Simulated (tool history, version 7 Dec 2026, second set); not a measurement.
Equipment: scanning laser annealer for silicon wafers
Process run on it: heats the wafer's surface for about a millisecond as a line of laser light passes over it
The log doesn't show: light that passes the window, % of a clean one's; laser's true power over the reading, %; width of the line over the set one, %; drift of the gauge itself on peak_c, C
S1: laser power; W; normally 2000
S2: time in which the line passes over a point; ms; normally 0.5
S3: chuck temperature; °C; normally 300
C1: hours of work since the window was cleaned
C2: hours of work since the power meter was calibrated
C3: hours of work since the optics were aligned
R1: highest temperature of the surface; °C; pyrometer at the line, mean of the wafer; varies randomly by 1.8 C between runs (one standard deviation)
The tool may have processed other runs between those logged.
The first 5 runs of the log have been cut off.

| run | hour | S1 | S2 | S3 | C1 | C2 | C3 | R1 |
|---|---|---|---|---|---|---|---|---|
| 6 | 59 | 1756 | 0.5 | 300 | 533 | 171 | 665 | 939 |
| 7 | 71.1 | 1943 | 0.5 | 300 | 538 | 177 | 670 | 1008 |
| 8 | 83.5 | 2000 | 0.5 | 270 | 544 | 182 | 676 | 1003 |
| 9 | 89.7 | 2000 | 0.5 | 270 | 546 | 185 | 679 | 1002 |
| 10 | 104.1 | 2000 | 0.444 | 300 | 553 | 191 | 685 | 984 |
| 11 | 112.8 | 2000 | 0.467 | 300 | 557 | 195 | 689 | 1006 |
| 12 | 123.7 | 1979 | 0.5 | 300 | 561 | 200 | 694 | 1025 |
| 13 | 133 | 2000 | 0.5 | 300 | 565 | 204 | 698 | 1033 |
| 14 | 141.5 | 2083 | 0.5 | 300 | 569 | 208 | 701 | 1068 |
| 15 | 148.4 | 2083 | 0.5 | 300 | 572 | 211 | 704 | 1060 |
| 16 | 163.4 | 2083 | 0.5 | 300 | 579 | 217 | 711 | 1067 |
| 17 | 170.4 | 2083 | 0.5 | 300 | 582 | 220 | 714 | 1064 |
| 18 | 184.4 | 2000 | 0.432 | 300 | 588 | 226 | 720 | 978 |
| 19 | 197.7 | 1964 | 0.5 | 300 | 594 | 232 | 726 | 1019 |
| 20 | 212 | 2000 | 0.5 | 300 | 600 | 238 | 732 | 1030 |
| 21 | 225.3 | 2000 | 0.438 | 300 | 606 | 244 | 738 | 982 |
| 22 | 235.6 | 2000 | 0.5 | 268 | 610 | 249 | 743 | 998 |
| 23 | 246.3 | 2125 | 0.5 | 270 | 615 | 254 | 747 | 1050 |
|  | 250.6 | laser's power meter calibrated |
| 24 | 258.8 | 2125 | 0.5 | 270 | 619 | 4 | 751 | 1047 |
| 25 | 269 | 1988 | 0.5 | 298 | 624 | 8 | 756 | 1025 |

Run 26 comes next. What will it give?
|  | 274.8 | laser's power meter calibrated, once more |
| 26 | 282.5 | 1988 | 0.5 | 298 | 628 | 3 | 761 | ? |

Run 26 came out at R1 1023 °C.
On a tool with no hidden condition, and with the same random variation, this run would have come out at R1 1052 °C.
